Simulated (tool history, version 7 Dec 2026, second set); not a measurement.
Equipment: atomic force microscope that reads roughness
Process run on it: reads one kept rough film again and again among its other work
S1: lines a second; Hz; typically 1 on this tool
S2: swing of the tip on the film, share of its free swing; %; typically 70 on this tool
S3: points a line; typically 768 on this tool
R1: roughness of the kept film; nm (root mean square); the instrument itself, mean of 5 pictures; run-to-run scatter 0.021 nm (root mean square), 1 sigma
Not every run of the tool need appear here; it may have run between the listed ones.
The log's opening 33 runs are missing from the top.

run,hour,S1,S2,S3,R1
34,418.9,1,70,362,4.348
# hour 422.6: new tip fitted
35,431.3,1,81,945,4.845
36,444.9,1,56,320,4.748
37,461.7,1,56,320,4.606
38,473.7,1,56,320,4.433
39,484.3,1.51,60,768,4.31
# hour 487.5: new tip fitted
40,497.2,1.51,60,768,4.916
41,506.2,1,70,335,4.747
42,518.1,1,70,335,4.637
43,536.8,3.54,56,335,4.383
# hour 552.1: new tip fitted
44,555.8,3.54,56,335,4.885
45,570.3,3.54,56,335,4.706
46,588.2,1.32,66,768,4.533
47,605.8,1.32,66,768,4.402
# hour 616.8: new tip fitted
48,621.3,0.85,70,429,4.998
49,631.1,0.85,71,429,4.831
50,639.7,0.85,57,385,4.812
51,649.7,0.85,82,545,4.593
52,667.2,0.85,82,342,4.411

What if the next run were any one of these 5? Each begins from the tool's condition after run 52:
A,676.2,1.14,83,814,?
B,676.2,0.85,62,759,?
C,676.2,0.51,60,418,?
D,676.2,3.67,57,664,?
E,676.2,1.37,82,971,?

run,R1
A,4.289
B,4.442
C,4.422
D,4.351
E,4.269
Had the tool no hidden state, the same runs would have come out as:
run,R1
A,4.958
B,5.136
C,5.113
D,5.029
E,4.935
